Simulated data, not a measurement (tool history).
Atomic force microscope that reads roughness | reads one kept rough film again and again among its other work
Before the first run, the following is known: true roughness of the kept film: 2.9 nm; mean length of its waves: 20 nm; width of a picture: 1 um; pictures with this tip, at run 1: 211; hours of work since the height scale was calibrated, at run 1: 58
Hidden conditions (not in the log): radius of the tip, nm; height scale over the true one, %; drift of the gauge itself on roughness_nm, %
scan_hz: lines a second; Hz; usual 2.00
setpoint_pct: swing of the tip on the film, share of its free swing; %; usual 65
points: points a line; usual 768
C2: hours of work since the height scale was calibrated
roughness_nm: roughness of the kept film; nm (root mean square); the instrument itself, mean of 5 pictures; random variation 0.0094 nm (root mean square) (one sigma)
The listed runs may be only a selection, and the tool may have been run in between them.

{"run": 1, "hour": 0.0, "scan_hz": 2.0, "setpoint_pct": 65, "points": 768, "pictures with this tip": 211, "C2": 58, "roughness_nm": 1.311}
{"hour": 13.6, "done": "new tip fitted"}
{"run": 2, "hour": 14.2, "scan_hz": 2.0, "setpoint_pct": 65, "points": 768, "pictures with this tip": 1, "C2": 65, "roughness_nm": 2.104}
{"run": 3, "hour": 27.0, "scan_hz": 2.0, "setpoint_pct": 65, "points": 768, "pictures with this tip": 16, "C2": 72, "roughness_nm": 2.023}
{"run": 4, "hour": 41.5, "scan_hz": 2.0, "setpoint_pct": 65, "points": 768, "pictures with this tip": 33, "C2": 81, "roughness_nm": 1.915}
{"run": 5, "hour": 58.5, "scan_hz": 2.0, "setpoint_pct": 65, "points": 768, "pictures with this tip": 54, "C2": 90, "roughness_nm": 1.811}
{"run": 6, "hour": 75.3, "scan_hz": 2.0, "setpoint_pct": 65, "points": 768, "pictures with this tip": 74, "C2": 99, "roughness_nm": 1.721}
{"run": 7, "hour": 88.9, "scan_hz": 2.0, "setpoint_pct": 65, "points": 768, "pictures with this tip": 90, "C2": 107, "roughness_nm": 1.661}
{"run": 8, "hour": 105.9, "scan_hz": 2.0, "setpoint_pct": 65, "points": 768, "pictures with this tip": 110, "C2": 116, "roughness_nm": 1.575}
{"run": 9, "hour": 121.4, "scan_hz": 2.0, "setpoint_pct": 65, "points": 768, "pictures with this tip": 129, "C2": 125, "roughness_nm": 1.509}
{"run": 10, "hour": 136.4, "scan_hz": 1.71, "setpoint_pct": 65, "points": 768, "pictures with this tip": 147, "C2": 133, "roughness_nm": 1.457}
{"run": 11, "hour": 144.7, "scan_hz": 0.56, "setpoint_pct": 65, "points": 768, "pictures with this tip": 157, "C2": 138, "roughness_nm": 1.484}
{"run": 12, "hour": 158.6, "scan_hz": 0.56, "setpoint_pct": 65, "points": 768, "pictures with this tip": 173, "C2": 146, "roughness_nm": 1.413}
{"run": 13, "hour": 173.6, "scan_hz": 0.56, "setpoint_pct": 65, "points": 768, "pictures with this tip": 191, "C2": 154, "roughness_nm": 1.375}
{"run": 14, "hour": 185.7, "scan_hz": 0.56, "setpoint_pct": 65, "points": 768, "pictures with this tip": 206, "C2": 161, "roughness_nm": 1.333}

Run 15 has not been measured yet. What should we expect?
{"run": 15, "hour": 201.2, "scan_hz": 1.04, "setpoint_pct": 61, "points": 925, "pictures with this tip": 224, "C2": 170, "roughness_nm": "?"}

{"run 15": {"roughness_nm": 1.287}}
Minus the tool's unlogged condition, the same run would have read roughness_nm 2.197 nm (root mean square).
